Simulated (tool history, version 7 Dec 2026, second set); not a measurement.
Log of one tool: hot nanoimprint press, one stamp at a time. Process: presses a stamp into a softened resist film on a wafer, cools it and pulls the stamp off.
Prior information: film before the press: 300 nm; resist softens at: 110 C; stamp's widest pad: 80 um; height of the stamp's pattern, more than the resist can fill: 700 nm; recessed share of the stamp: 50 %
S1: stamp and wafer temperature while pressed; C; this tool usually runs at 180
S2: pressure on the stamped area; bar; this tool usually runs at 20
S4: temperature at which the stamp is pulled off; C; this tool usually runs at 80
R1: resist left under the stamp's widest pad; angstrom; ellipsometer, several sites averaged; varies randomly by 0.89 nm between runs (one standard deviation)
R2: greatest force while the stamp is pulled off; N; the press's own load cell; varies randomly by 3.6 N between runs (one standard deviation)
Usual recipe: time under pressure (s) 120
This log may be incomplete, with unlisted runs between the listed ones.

Run 1, hour 0: usual settings. Result: R1 1578 angstrom, R2 211 N.
Run 2, hour 8.2: usual settings. Result: R1 1567 angstrom, R2 209 N.
Run 3, hour 21: usual settings. Result: R1 1580 angstrom, R2 214 N.
Run 4, hour 31: usual settings. Result: R1 1591 angstrom, R2 209 N.
At hour 45.7: stamp cleaned and given a new release coat.
Run 5, hour 52: usual settings. Result: R1 1584 angstrom, R2 181 N.
Run 6, hour 63.1: usual settings. Result: R1 1578 angstrom, R2 177 N.
Run 7, hour 77.3: usual settings. Result: R1 1569 angstrom, R2 181 N.
Run 8, hour 90.3: usual settings. Result: R1 1581 angstrom, R2 180 N.
Run 9, hour 104.6: usual settings. Result: R1 1600 angstrom, R2 175 N.
Run 10, hour 114.2: usual settings. Result: R1 1580 angstrom, R2 175 N.
Run 11, hour 128.2: usual settings. Result: R1 1591 angstrom, R2 185 N.
Run 12, hour 138.9: usual settings. Result: R1 1594 angstrom, R2 190 N.
At hour 143.1: plate thermocouple calibrated.
Run 13, hour 154: usual settings. Result: R1 1614 angstrom, R2 189 N.
Run 14, hour 167.6: usual settings. Result: R1 1617 angstrom, R2 186 N.
Run 15, hour 178.9: usual settings. Result: R1 1615 angstrom, R2 185 N.
Run 16, hour 192.3: usual settings but S1 189 C, S2 16.3 bar, time under pressure (s) 147, S4 68 C. Result: R1 972 angstrom, R2 213 N.
Run 17, hour 199.2: usual settings but S1 183 C. Result: R1 1370 angstrom, R2 191 N.
Run 18, hour 207.5: usual settings but S1 183 C. Result: R1 1382 angstrom, R2 190 N.
Run 19, hour 218.7: usual settings but S1 169 C, time under pressure (s) 119. Result: R1 2518 angstrom, R2 201 N.
At hour 232.6: plate thermocouple calibrated, once more.
Run 20, hour 233: usual settings but S1 169 C, S2 15.7 bar, time under pressure (s) 80. Result: R1 2647 angstrom, R2 199 N.
Run 21, hour 240.2: usual settings but S1 175 C, S2 15.3 bar, time under pressure (s) 80, S4 75 C. Result: R1 2315 angstrom, R2 204 N.
Run 22, hour 248.4: usual settings but S1 175 C, S2 15.3 bar, time under pressure (s) 80, S4 75 C. Result: R1 2327 angstrom, R2 206 N.
Run 23, hour 256.7: usual settings but S1 175 C, S2 15.3 bar, time under pressure (s) 80, S4 75 C. Result: R1 2317 angstrom, R2 201 N.
Run 24, hour 266.2: usual settings but S1 171 C, time under pressure (s) 118, S4 86 C. Result: R1 2322 angstrom, R2 195 N.
Run 25, hour 280.9: usual settings but S1 174 C, S2 24.7 bar, time under pressure (s) 118, S4 86 C. Result: R1 1935 angstrom, R2 191 N.
Run 26, hour 289.1: usual settings but S1 174 C, S2 16.6 bar, time under pressure (s) 126, S4 86 C. Result: R1 2126 angstrom, R2 198 N.
Run 27, hour 300.7: usual settings but S1 174 C, S2 21.1 bar, time under pressure (s) 198, S4 75 C. Result: R1 1761 angstrom, R2 211 N.
Run 28, hour 314.8: usual settings but time under pressure (s) 97, S4 88 C. Result: R1 1674 angstrom, R2 195 N.
Run 29, hour 325.4: usual settings but S1 171 C, S4 87 C. Result: R1 2326 angstrom, R2 196 N.

Consider 5 possible next runs. They are alternatives, not a sequence: every one starts from the tool as it was left by run 29. What does each give?
Run A, hour 340.2: usual settings but S2 13.4 bar, time under pressure (s) 138. Result: R1 ?, R2 ?.
Run B, hour 340.2: usual settings but S1 173 C, time under pressure (s) 106, S4 87 C. Result: R1 ?, R2 ?.
Run C, hour 340.2: usual settings but S1 173 C, S2 24.5 bar, S4 73 C. Result: R1 ?, R2 ?.
Run D, hour 340.2: usual settings but S1 171 C, S2 15.6 bar. Result: R1 ?, R2 ?.
Run E, hour 340.2: usual settings but S1 171 C, S4 75 C. Result: R1 ?, R2 ?.

run    R1   R2
  A  1696  204
  B  2224  193
  C  2052  223
  D  2446  209
  E  2297  213
Without the tool's unlogged condition, the same runs would have read:
run    R1   R2
  A  1691  170
  B  2216  161
  C  2042  186
  D  2441  174
  E  2290  178
